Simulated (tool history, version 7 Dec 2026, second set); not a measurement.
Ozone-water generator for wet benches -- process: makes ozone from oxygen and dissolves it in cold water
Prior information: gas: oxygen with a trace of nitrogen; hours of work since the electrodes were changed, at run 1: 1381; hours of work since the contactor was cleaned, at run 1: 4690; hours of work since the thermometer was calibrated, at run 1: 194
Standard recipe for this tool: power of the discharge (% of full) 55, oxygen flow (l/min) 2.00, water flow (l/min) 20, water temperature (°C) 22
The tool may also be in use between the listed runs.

| run | hour | power of the discharge (% of full) | oxygen flow (l/min) | water flow (l/min) | water temperature (°C) | hours of work since the electrodes were changed | hours of work since the contactor was cleaned | hours of work since the thermometer was calibrated | dissolved ozone (ppm) | ozone in the gas ahead of the water (g/m3) |
|---|---|---|---|---|---|---|---|---|---|---|
| 1 | 0.0 | 55 | 2.00 | 20 | 22 | 1381 | 4690 | 194 | 10.4 | 174.1 |
| 2 | 23.3 | 55 | 1.72 | 20 | 22 | 1403 | 4712 | 216 | 9.7 | 185.3 |
| 3 | 57.0 | 55 | 2.56 | 20 | 22 | 1435 | 4744 | 247 | 11.0 | 157.6 |
| 4 | 74.6 | 55 | 1.83 | 20 | 22 | 1451 | 4760 | 264 | 10.0 | 180.8 |
| 5 | 98.4 | 55 | 1.83 | 20 | 22 | 1474 | 4783 | 287 | 9.8 | 179.4 |
| 6 | 133.8 | 55 | 1.83 | 18 | 22 | 1507 | 4816 | 320 | 11.0 | 180.1 |
| 7 | 159.3 | 55 | 2.00 | 18 | 22 | 1531 | 4840 | 344 | 11.2 | 172.0 |
| 8 | 190.9 | 55 | 2.00 | 23 | 22 | 1561 | 4870 | 374 | 8.8 | 174.5 |
| 9 | 210.9 | 55 | 2.00 | 23 | 22 | 1580 | 4889 | 393 | 9.0 | 172.8 |
| 10 | 227.6 | 55 | 2.00 | 23 | 22 | 1596 | 4905 | 409 | 9.0 | 172.2 |
| 11 | 247.6 | 55 | 2.00 | 23 | 22 | 1615 | 4924 | 427 | 9.0 | 173.5 |
| 12 | 275.7 | 55 | 2.00 | 20 | 22 | 1641 | 4950 | 454 | 9.9 | 175.3 |
| 13 | 291.8 | 55 | 2.00 | 20 | 22 | 1656 | 4965 | 469 | 10.2 | 174.0 |
| 14 | 320.0 | 55 | 2.00 | 20 | 22 | 1683 | 4992 | 496 | 10.0 | 173.3 |
| 15 | 339.8 | 55 | 1.89 | 20 | 22 | 1702 | 5011 | 515 | 10.1 | 177.2 |
| 16 | 363.0 | 55 | 1.89 | 20 | 22 | 1724 | 5033 | 536 | 9.8 | 176.9 |
| 17 | 397.5 | 55 | 1.89 | 20 | 17 | 1756 | 5065 | 569 | 10.3 | 177.1 |
| 18 | 431.4 | 55 | 1.89 | 20 | 17 | 1788 | 5097 | 601 | 10.3 | 175.1 |
| 19 | 454.6 | 55 | 1.24 | 20 | 30 | 1810 | 5119 | 623 | 8.0 | 209.2 |
| 20 | 488.2 | 55 | 1.24 | 20 | 30 | 1842 | 5151 | 655 | 8.0 | 209.5 |
|  | 493.9 | contactor cleaned |
| 21 | 512.8 | 50 | 3.00 | 20 | 30 | 1861 | 18 | 674 | 9.5 | 138.5 |
| 22 | 541.4 | 50 | 3.00 | 20 | 30 | 1888 | 45 | 701 | 9.5 | 139.4 |
| 23 | 578.7 | 50 | 3.00 | 20 | 30 | 1924 | 80 | 736 | 9.4 | 138.3 |
| 24 | 607.5 | 67 | 1.02 | 20 | 16 | 1951 | 107 | 764 | 8.5 | 252.3 |
| 25 | 643.5 | 67 | 1.02 | 20 | 16 | 1985 | 141 | 798 | 8.6 | 252.1 |
|  | 656.8 | contactor cleaned, once more |
| 26 | 679.1 | 67 | 2.95 | 20 | 16 | 2015 | 21 | 827 | 14.3 | 164.2 |
| 27 | 712.3 | 67 | 2.95 | 20 | 16 | 2046 | 52 | 859 | 14.0 | 163.9 |
| 28 | 749.8 | 53 | 1.06 | 25 | 21 | 2081 | 88 | 894 | 6.4 | 216.5 |
| 29 | 781.0 | 53 | 1.06 | 25 | 21 | 2111 | 117 | 924 | 6.4 | 217.2 |
| 30 | 813.6 | 53 | 1.06 | 25 | 21 | 2142 | 148 | 954 | 6.7 | 215.1 |
| 31 | 835.3 | 53 | 1.06 | 25 | 21 | 2162 | 169 | 975 | 6.6 | 217.3 |
| 32 | 865.2 | 53 | 1.12 | 18 | 21 | 2190 | 197 | 1003 | 9.3 | 210.9 |

Had the tool no unlogged condition, and each run kept its random variation, what would the results have been?
The hidden state here: yield of the discharge, % of new electrodes'; contactor's efficiency, % of a clean one's; true water temperature over the reading, C; drift of the gauge itself on ozone_ppm, %; drift of the gauge itself on gas_g_m3, %.
| run | dissolved ozone (ppm) | ozone in the gas ahead of the water (g/m3) |
|---|---|---|
| 1 | 11.3 | 179.7 |
| 2 | 10.6 | 191.3 |
| 3 | 12.1 | 162.9 |
| 4 | 10.9 | 186.9 |
| 5 | 10.7 | 185.5 |
| 6 | 12.0 | 186.4 |
| 7 | 12.2 | 178.1 |
| 8 | 9.7 | 180.9 |
| 9 | 9.9 | 179.2 |
| 10 | 9.9 | 178.7 |
| 11 | 9.9 | 180.0 |
| 12 | 10.9 | 182.1 |
| 13 | 11.2 | 180.7 |
| 14 | 11.1 | 180.2 |
| 15 | 11.1 | 184.3 |
| 16 | 10.8 | 184.1 |
| 17 | 11.3 | 184.4 |
| 18 | 11.4 | 182.5 |
| 19 | 8.8 | 218.2 |
| 20 | 8.8 | 218.5 |
| 21 | 10.8 | 144.2 |
| 22 | 10.9 | 145.2 |
| 23 | 10.7 | 144.2 |
| 24 | 9.8 | 265.4 |
| 25 | 9.8 | 265.6 |
| 26 | 15.1 | 173.1 |
| 27 | 14.8 | 173.0 |
| 28 | 6.8 | 227.1 |
| 29 | 6.7 | 227.9 |
| 30 | 7.0 | 225.9 |
| 31 | 7.0 | 228.3 |
| 32 | 9.8 | 221.8 |

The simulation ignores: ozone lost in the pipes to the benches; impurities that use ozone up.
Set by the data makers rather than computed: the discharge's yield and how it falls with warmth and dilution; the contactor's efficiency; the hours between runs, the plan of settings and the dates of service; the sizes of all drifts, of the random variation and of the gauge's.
